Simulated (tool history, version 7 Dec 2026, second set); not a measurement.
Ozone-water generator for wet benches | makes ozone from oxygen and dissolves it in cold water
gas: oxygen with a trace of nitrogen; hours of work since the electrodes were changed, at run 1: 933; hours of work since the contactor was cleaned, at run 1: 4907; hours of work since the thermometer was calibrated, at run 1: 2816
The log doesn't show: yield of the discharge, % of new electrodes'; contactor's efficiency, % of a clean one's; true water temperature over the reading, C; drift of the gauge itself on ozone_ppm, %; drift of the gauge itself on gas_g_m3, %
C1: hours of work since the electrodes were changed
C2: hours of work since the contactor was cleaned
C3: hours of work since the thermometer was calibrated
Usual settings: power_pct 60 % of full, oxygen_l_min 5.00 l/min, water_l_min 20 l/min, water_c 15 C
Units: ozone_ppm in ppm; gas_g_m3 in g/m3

{"run": 1, "day": 0.0, "power_pct": 60, "oxygen_l_min": 5.0, "water_l_min": 20, "water_c": 15, "C1": 933, "C2": 4907, "C3": 2816, "ozone_ppm": 20.0, "gas_g_m3": 235.3}
{"run": 2, "day": 0.867, "power_pct": 60, "oxygen_l_min": 5.0, "water_l_min": 20, "water_c": 15, "C1": 950, "C2": 4923, "C3": 2832, "ozone_ppm": 19.8, "gas_g_m3": 234.3}
{"run": 3, "day": 2.058, "power_pct": 60, "oxygen_l_min": 5.0, "water_l_min": 20, "water_c": 15, "C1": 972, "C2": 4945, "C3": 2854, "ozone_ppm": 19.9, "gas_g_m3": 235.7}
{"run": 4, "day": 2.946, "power_pct": 60, "oxygen_l_min": 5.0, "water_l_min": 31, "water_c": 15, "C1": 989, "C2": 4962, "C3": 2871, "ozone_ppm": 12.5, "gas_g_m3": 236.2}
{"run": 5, "day": 4.5, "power_pct": 60, "oxygen_l_min": 5.0, "water_l_min": 17, "water_c": 15, "C1": 1018, "C2": 4991, "C3": 2900, "ozone_ppm": 23.1, "gas_g_m3": 232.8}
{"run": 6, "day": 5.754, "power_pct": 60, "oxygen_l_min": 5.0, "water_l_min": 17, "water_c": 15, "C1": 1041, "C2": 5015, "C3": 2924, "ozone_ppm": 23.9, "gas_g_m3": 233.1}
{"run": 7, "day": 6.854, "power_pct": 60, "oxygen_l_min": 5.0, "water_l_min": 17, "water_c": 15, "C1": 1062, "C2": 5035, "C3": 2944, "ozone_ppm": 23.3, "gas_g_m3": 235.3}
{"run": 8, "day": 7.729, "power_pct": 60, "oxygen_l_min": 5.0, "water_l_min": 17, "water_c": 15, "C1": 1078, "C2": 5052, "C3": 2961, "ozone_ppm": 23.2, "gas_g_m3": 234.8}
{"run": 9, "day": 8.625, "power_pct": 60, "oxygen_l_min": 5.0, "water_l_min": 17, "water_c": 15, "C1": 1095, "C2": 5068, "C3": 2977, "ozone_ppm": 23.3, "gas_g_m3": 234.7}
{"run": 10, "day": 10.467, "power_pct": 60, "oxygen_l_min": 5.0, "water_l_min": 15, "water_c": 15, "C1": 1129, "C2": 5103, "C3": 3012, "ozone_ppm": 25.8, "gas_g_m3": 235.1}
{"day": 10.808, "done": "contactor cleaned"}
{"run": 11, "day": 12.325, "power_pct": 89, "oxygen_l_min": 5.0, "water_l_min": 15, "water_c": 15, "C1": 1161, "C2": 28, "C3": 3044, "ozone_ppm": 31.8, "gas_g_m3": 293.0}
{"run": 12, "day": 13.417, "power_pct": 89, "oxygen_l_min": 5.0, "water_l_min": 15, "water_c": 15, "C1": 1182, "C2": 49, "C3": 3064, "ozone_ppm": 31.5, "gas_g_m3": 293.6}
{"day": 14.575, "done": "contactor cleaned, once more"}
{"run": 13, "day": 15.183, "power_pct": 89, "oxygen_l_min": 5.0, "water_l_min": 15, "water_c": 15, "C1": 1211, "C2": 11, "C3": 3094, "ozone_ppm": 34.5, "gas_g_m3": 292.2}
{"run": 14, "day": 16.612, "power_pct": 87, "oxygen_l_min": 5.0, "water_l_min": 15, "water_c": 15, "C1": 1238, "C2": 38, "C3": 3121, "ozone_ppm": 33.9, "gas_g_m3": 285.8}
{"run": 15, "day": 18.154, "power_pct": 87, "oxygen_l_min": 5.0, "water_l_min": 15, "water_c": 7, "C1": 1267, "C2": 67, "C3": 3150, "ozone_ppm": 37.6, "gas_g_m3": 289.8}
{"day": 18.85, "done": "water thermometer calibrated"}
{"run": 16, "day": 20.129, "power_pct": 87, "oxygen_l_min": 5.0, "water_l_min": 20, "water_c": 15, "C1": 1304, "C2": 104, "C3": 24, "ozone_ppm": 26.1, "gas_g_m3": 290.7}
{"run": 17, "day": 21.742, "power_pct": 87, "oxygen_l_min": 5.0, "water_l_min": 20, "water_c": 15, "C1": 1334, "C2": 134, "C3": 54, "ozone_ppm": 26.4, "gas_g_m3": 289.8}
{"run": 18, "day": 23.4, "power_pct": 67, "oxygen_l_min": 3.21, "water_l_min": 12, "water_c": 7, "C1": 1365, "C2": 165, "C3": 85, "ozone_ppm": 36.2, "gas_g_m3": 287.1}
{"run": 19, "day": 24.35, "power_pct": 67, "oxygen_l_min": 3.21, "water_l_min": 12, "water_c": 7, "C1": 1383, "C2": 183, "C3": 103, "ozone_ppm": 35.8, "gas_g_m3": 288.3}
{"run": 20, "day": 25.825, "power_pct": 60, "oxygen_l_min": 5.0, "water_l_min": 26, "water_c": 15, "C1": 1411, "C2": 210, "C3": 131, "ozone_ppm": 16.3, "gas_g_m3": 230.6}
{"run": 21, "day": 27.3, "power_pct": 85, "oxygen_l_min": 6.05, "water_l_min": 20, "water_c": 15, "C1": 1438, "C2": 238, "C3": 158, "ozone_ppm": 26.7, "gas_g_m3": 267.0}
{"run": 22, "day": 28.912, "power_pct": 85, "oxygen_l_min": 6.05, "water_l_min": 20, "water_c": 15, "C1": 1468, "C2": 268, "C3": 188, "ozone_ppm": 26.9, "gas_g_m3": 266.8}
{"run": 23, "day": 30.762, "power_pct": 77, "oxygen_l_min": 6.05, "water_l_min": 20, "water_c": 15, "C1": 1503, "C2": 303, "C3": 223, "ozone_ppm": 25.6, "gas_g_m3": 251.3}
{"run": 24, "day": 31.767, "power_pct": 67, "oxygen_l_min": 3.6, "water_l_min": 24, "water_c": 15, "C1": 1522, "C2": 322, "C3": 242, "ozone_ppm": 17.0, "gas_g_m3": 279.0}
{"run": 25, "day": 33.317, "power_pct": 61, "oxygen_l_min": 7.21, "water_l_min": 25, "water_c": 11, "C1": 1551, "C2": 351, "C3": 271, "ozone_ppm": 19.6, "gas_g_m3": 207.4}
{"run": 26, "day": 35.121, "power_pct": 61, "oxygen_l_min": 7.21, "water_l_min": 25, "water_c": 11, "C1": 1585, "C2": 385, "C3": 305, "ozone_ppm": 19.8, "gas_g_m3": 207.8}
{"run": 27, "day": 36.438, "power_pct": 67, "oxygen_l_min": 7.21, "water_l_min": 25, "water_c": 7, "C1": 1609, "C2": 409, "C3": 329, "ozone_ppm": 22.1, "gas_g_m3": 217.7}
{"run": 28, "day": 38.392, "power_pct": 60, "oxygen_l_min": 5.1, "water_l_min": 31, "water_c": 15, "C1": 1646, "C2": 446, "C3": 366, "ozone_ppm": 13.5, "gas_g_m3": 230.2}
{"run": 29, "day": 39.621, "power_pct": 60, "oxygen_l_min": 5.1, "water_l_min": 31, "water_c": 15, "C1": 1669, "C2": 469, "C3": 389, "ozone_ppm": 13.5, "gas_g_m3": 232.7}
{"run": 30, "day": 41.492, "power_pct": 51, "oxygen_l_min": 3.28, "water_l_min": 27, "water_c": 14, "C1": 1704, "C2": 504, "C3": 424, "ozone_ppm": 12.2, "gas_g_m3": 245.3}
{"run": 31, "day": 42.958, "power_pct": 51, "oxygen_l_min": 3.28, "water_l_min": 27, "water_c": 14, "C1": 1731, "C2": 531, "C3": 452, "ozone_ppm": 12.4, "gas_g_m3": 246.9}
{"run": 32, "day": 44.212, "power_pct": 51, "oxygen_l_min": 3.28, "water_l_min": 27, "water_c": 14, "C1": 1755, "C2": 555, "C3": 475, "ozone_ppm": 12.5, "gas_g_m3": 246.1}
{"run": 33, "day": 46.058, "power_pct": 51, "oxygen_l_min": 3.16, "water_l_min": 25, "water_c": 14, "C1": 1790, "C2": 589, "C3": 510, "ozone_ppm": 13.2, "gas_g_m3": 247.8}
{"run": 34, "day": 47.917, "power_pct": 60, "oxygen_l_min": 6.07, "water_l_min": 19, "water_c": 15, "C1": 1824, "C2": 624, "C3": 544, "ozone_ppm": 22.6, "gas_g_m3": 217.7}

How the hidden state differs across the entries between the runs, from the last listed run before each to the first after it:
Between runs 10 and 11: contactor cleaned (day 10.808)
  contactor's efficiency, % of a clean one's: 89.9 -> 85.7
  measured less the result without the state, ozone_ppm: -1.9 -> -3.4 ppm; gas_g_m3: -2.3 -> -3.8 g/m3
Between runs 12 and 13: contactor cleaned, once more (day 14.575)
  contactor's efficiency, % of a clean one's: 85.6 -> 99.8
  measured less the result without the state, ozone_ppm: -3.4 -> -0.6 ppm; gas_g_m3: -3.9 -> -4.1 g/m3
Between runs 15 and 16: water thermometer calibrated (day 18.850)
  contactor's efficiency, % of a clean one's: 99.7 -> 99.6; true water temperature over the reading, C: 0.13 -> 0.06
  measured less the result without the state, ozone_ppm: -0.7 -> -0.4 ppm; gas_g_m3: -4.1 -> -4.3 g/m3
